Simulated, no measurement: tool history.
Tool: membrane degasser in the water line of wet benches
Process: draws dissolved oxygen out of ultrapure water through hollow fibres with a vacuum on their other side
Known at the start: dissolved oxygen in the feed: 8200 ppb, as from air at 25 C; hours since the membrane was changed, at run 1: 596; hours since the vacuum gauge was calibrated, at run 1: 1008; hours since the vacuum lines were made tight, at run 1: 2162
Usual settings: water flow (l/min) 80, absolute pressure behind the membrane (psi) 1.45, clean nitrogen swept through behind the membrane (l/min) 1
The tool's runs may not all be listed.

run,day,water flow (l/min),absolute pressure behind the membrane (psi),clean nitrogen swept through behind the membrane (l/min),hours since the membrane was changed,hours since the vacuum gauge was calibrated,hours since the vacuum lines were made tight,dissolved oxygen in the water behind the degasser (ppb),pressure that the water loses in the fibres (psi)
1,0,80,1.45,1,596,1008,2162,853.2,7.996
2,7.121,80,1.45,1,767,1179,2333,841.5,7.971
3,11.371,80,1.45,1,869,1281,2435,838.5,7.993
4,18.308,80,1.45,1.07,1036,1447,2602,813.5,7.98
5,26.55,80,0.87,1.07,1234,1645,2800,348.6,7.833
6,30.467,75,1.45,1,1328,1739,2894,797.5,7.364
7,38.658,75,1.45,1,1524,1936,3090,809.3,7.497
# day 43.642: seals of the vacuum lines changed
8,44.188,80,0.87,1,1655,2066,13,362.9,7.951
9,49.05,80,0.87,1,1772,2183,130,371.3,7.964
10,57.604,121,0.87,1,1977,2388,335,491.5,12.028
11,62.175,80,1.45,0.86,2087,2498,445,942.4,7.964
12,68.658,66,1.45,1,2242,2654,600,735,6.535
13,75.654,54,1.45,0.87,2410,2821,768,702.3,5.375
14,82.917,125,1.65,1.46,2584,2996,943,1080.8,12.404
15,89.708,48,1.04,1.46,2747,3159,1106,268.9,4.763
16,96.504,113,2.76,1.46,2911,3322,1269,1793.1,11.271
17,102.771,113,2.76,1.46,3061,3472,1419,1749.1,11.287
18,110.946,80,3.36,1.96,3257,3668,1615,1388.1,8.012
19,117.888,67,1.15,1.77,3424,3835,1782,353.6,6.637
20,123.396,59,2.51,2.02,3556,3967,1914,816.2,5.86
21,132.417,59,2.51,2.02,3772,4184,2131,795.9,5.833
22,141.596,53,2.51,1.39,3993,4404,2351,993.1,5.275
23,146.092,81,1.36,1,4101,4512,2459,781.4,8.031
24,150.746,69,1.36,0.44,4212,4624,2571,1122.2,6.888

3 ways to go on from here, each from the tool as it stands after run 24. What would each give?
A,155.517,69,1.45,0.76,4327,4738,2685,?,?
B,155.517,69,2.97,0.44,4327,4738,2685,?,?
C,155.517,69,1.26,0.44,4327,4738,2685,?,?

run,dissolved oxygen in the water behind the degasser (ppb),pressure that the water loses in the fibres (psi)
A,909.6,6.869
B,2711.8,6.881
C,1018,6.914
Without the tool's hidden state the same runs would have given:
run,dissolved oxygen in the water behind the degasser (ppb),pressure that the water loses in the fibres (psi)
A,907.9,6.863
B,2710.6,6.875
C,1015.8,6.908

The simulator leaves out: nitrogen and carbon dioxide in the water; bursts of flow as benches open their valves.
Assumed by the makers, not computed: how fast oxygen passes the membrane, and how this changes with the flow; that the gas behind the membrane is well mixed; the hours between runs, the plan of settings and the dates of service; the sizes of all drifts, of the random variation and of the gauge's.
